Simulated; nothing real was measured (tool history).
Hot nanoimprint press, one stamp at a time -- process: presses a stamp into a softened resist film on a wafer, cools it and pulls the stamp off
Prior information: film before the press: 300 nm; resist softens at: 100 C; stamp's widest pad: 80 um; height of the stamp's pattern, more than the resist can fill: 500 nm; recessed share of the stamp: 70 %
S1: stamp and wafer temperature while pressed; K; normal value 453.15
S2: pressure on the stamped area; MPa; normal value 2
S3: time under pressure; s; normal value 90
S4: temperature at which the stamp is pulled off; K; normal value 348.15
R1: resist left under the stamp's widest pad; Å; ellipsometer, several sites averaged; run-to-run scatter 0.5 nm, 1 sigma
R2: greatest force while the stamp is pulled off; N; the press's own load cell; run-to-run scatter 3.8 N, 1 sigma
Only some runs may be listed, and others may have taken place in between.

run,hour,S1,S2,S3,S4,R1,R2
1,0,453.15,2,90,348.15,1049,218
2,41.3,453.15,2,90,348.15,1063,220
# hour 98.2: plate thermocouple calibrated
# hour 118.6: stamp cleaned and given a new release coat
3,136.4,453.15,2,90,348.15,1060,219
4,186.4,453.15,2,90,348.15,1059,214
5,255.3,453.15,2,90,348.15,1055,224
6,330.3,453.15,2,57,348.15,1256,210
7,379.2,453.15,2,57,348.15,1250,210
# hour 390.7: stamp cleaned and given a new release coat
8,452.2,453.15,2,57,348.15,1242,211
9,499.1,453.15,2,57,348.15,1248,219
10,556.4,464.15,2,57,348.15,943,212
11,640.9,464.15,2,57,348.15,945,217
# hour 661.9: stamp cleaned and given a new release coat
# hour 700.7: plate thermocouple calibrated
12,702.8,464.15,2,57,348.15,962,216
13,772.5,464.15,2,57,348.15,956,211
# hour 810.6: gauge calibrated
14,858.5,453.15,2,90,352.15,1056,209
# hour 910.5: press's hydraulic seals changed and the load cell set to zero
15,925.5,453.15,2.01,99,340.15,1015,225
# hour 949.2: stamp cleaned and given a new release coat
16,985.5,453.15,2,78,348.15,1108,213
17,1046.9,453.15,2.63,100,348.15,871,219
18,1112.3,448.15,2,48,351.15,1508,211
19,1154.7,458.15,3.03,48,351.15,916,215
20,1212.8,456.15,2,59,348.15,1127,217
# hour 1225.3: stamp cleaned and given a new release coat
# hour 1307.9: plate thermocouple calibrated
21,1316,453.15,2.96,56,348.15,1003,211
22,1414.1,452.15,1.48,90,345.15,1305,220
23,1464.5,453.15,2,74,348.15,1151,211
# hour 1501.8: stamp cleaned and given a new release coat
24,1514,445.15,2,171,348.15,1083,217
25,1569.3,453.15,1.87,143,340.15,944,219
26,1634.7,461.15,1.87,143,351.15,759,210
27,1713.1,457.15,1.65,143,351.15,919,208
# hour 1777.6: stamp cleaned and given a new release coat
28,1794.6,457.15,1.65,143,351.15,914,217

Each row is a separate what-if for the run after 28, all from the same tool condition, not one after another. Results?
A,1840.6,453.15,1.39,98,348.15,?,?
B,1840.6,457.15,2.34,138,351.15,?,?
C,1840.6,457.15,1.29,143,351.15,?,?
D,1840.6,453.15,2,90,352.15,?,?
E,1840.6,445.15,2,61,347.15,?,?

run,R1,R2
A,1298,209
B,757,206
C,1057,208
D,1077,208
E,1544,215
With the hidden condition removed and each run's random variation left untouched, the same runs would have given:
run,R1,R2
A,1259,209
B,734,206
C,1026,207
D,1045,208
E,1498,215
